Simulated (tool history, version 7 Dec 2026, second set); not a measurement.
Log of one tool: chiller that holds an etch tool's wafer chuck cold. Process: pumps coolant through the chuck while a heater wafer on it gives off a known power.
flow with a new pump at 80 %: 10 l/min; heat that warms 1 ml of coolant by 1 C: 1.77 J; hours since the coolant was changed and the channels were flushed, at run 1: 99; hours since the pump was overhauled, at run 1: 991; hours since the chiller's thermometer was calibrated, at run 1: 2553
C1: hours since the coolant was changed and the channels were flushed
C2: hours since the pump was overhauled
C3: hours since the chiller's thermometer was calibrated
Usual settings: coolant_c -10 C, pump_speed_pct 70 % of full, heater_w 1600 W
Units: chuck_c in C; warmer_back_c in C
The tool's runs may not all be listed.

Run 1, day 0: usual settings; C1 99; C2 991; C3 2553. Result: chuck_c 2.8 C, warmer_back_c 6.39 C.
Run 2, day 2.233: usual settings; C1 152; C2 1045; C3 2606. Result: chuck_c 2.7 C, warmer_back_c 6.31 C.
Run 3, day 4.342: usual settings but pump_speed_pct 64 % of full; C1 203; C2 1095; C3 2657. Result: chuck_c 4 C, warmer_back_c 7.1 C.
Run 4, day 6.375: usual settings but pump_speed_pct 64 % of full; C1 252; C2 1144; C3 2706. Result: chuck_c 4 C, warmer_back_c 6.93 C.
Run 5, day 7.533: usual settings but pump_speed_pct 64 % of full; C1 279; C2 1172; C3 2733. Result: chuck_c 4 C, warmer_back_c 7.05 C.
Run 6, day 9.192: usual settings but heater_w 841 W; C1 319; C2 1212; C3 2773. Result: chuck_c -3.3 C, warmer_back_c 3.37 C.
Run 7, day 10.833: usual settings but heater_w 882 W; C1 359; C2 1251; C3 2813. Result: chuck_c -3 C, warmer_back_c 3.56 C.
Run 8, day 12.579: usual settings but heater_w 882 W; C1 401; C2 1293; C3 2855. Result: chuck_c -3 C, warmer_back_c 3.54 C.
Run 9, day 13.829: usual settings but pump_speed_pct 76 % of full; C1 431; C2 1323; C3 2885. Result: chuck_c 1.9 C, warmer_back_c 5.87 C.
At day 15.033: chiller's thermometer calibrated.
Run 10, day 15.283: usual settings but pump_speed_pct 76 % of full; C1 464; C2 1357; C3 6. Result: chuck_c 2 C, warmer_back_c 5.82 C.
Run 11, day 17.283: usual settings but coolant_c -14 C, pump_speed_pct 97 % of full, heater_w 1762 W; C1 513; C2 1405; C3 54. Result: chuck_c -3.4 C, warmer_back_c 4.9 C.
At day 17.608: coolant pump overhauled.
Run 12, day 18.621: usual settings but coolant_c -14 C, pump_speed_pct 97 % of full, heater_w 1762 W; C1 540; C2 24; C3 81. Result: chuck_c -3.2 C, warmer_back_c 4.96 C.
Run 13, day 19.767: usual settings but coolant_c -14 C, pump_speed_pct 97 % of full, heater_w 1762 W; C1 567; C2 52; C3 109. Result: chuck_c -3.2 C, warmer_back_c 4.93 C.
Run 14, day 22.046: usual settings but coolant_c -7 C, pump_speed_pct 85 % of full, heater_w 1086 W; C1 622; C2 107; C3 163. Result: chuck_c 0.5 C, warmer_back_c 3.52 C.
Run 15, day 23.525: usual settings but coolant_c -7 C, pump_speed_pct 85 % of full, heater_w 1086 W; C1 657; C2 142; C3 199. Result: chuck_c 0.4 C, warmer_back_c 3.54 C.
Run 16, day 25.417: usual settings but coolant_c -1 C, pump_speed_pct 74 % of full, heater_w 2199 W; C1 703; C2 187; C3 244. Result: chuck_c 16.3 C, warmer_back_c 8.29 C.

3 ways to go on from here, each from the tool as it stands after run 16. What would each give?
Run A, day 26.429: usual settings but coolant_c -1 C, pump_speed_pct 74 % of full, heater_w 2199 W; C1 727; C2 212; C3 268. Result: chuck_c ?, warmer_back_c ?.
Run B, day 26.429: usual settings but coolant_c -3 C, pump_speed_pct 89 % of full, heater_w 2199 W; C1 727; C2 212; C3 268. Result: chuck_c ?, warmer_back_c ?.
Run C, day 26.429: usual settings but heater_w 1879 W; C1 727; C2 212; C3 268. Result: chuck_c ?, warmer_back_c ?.

run  chuck_c  warmer_back_c
  A     16.4            8.3
  B       12           6.84
  C      5.5           7.55
Without the tool's hidden state the same runs would have given:
run  chuck_c  warmer_back_c
  A     15.8           8.08
  B     11.5           6.66
  C        5           7.35
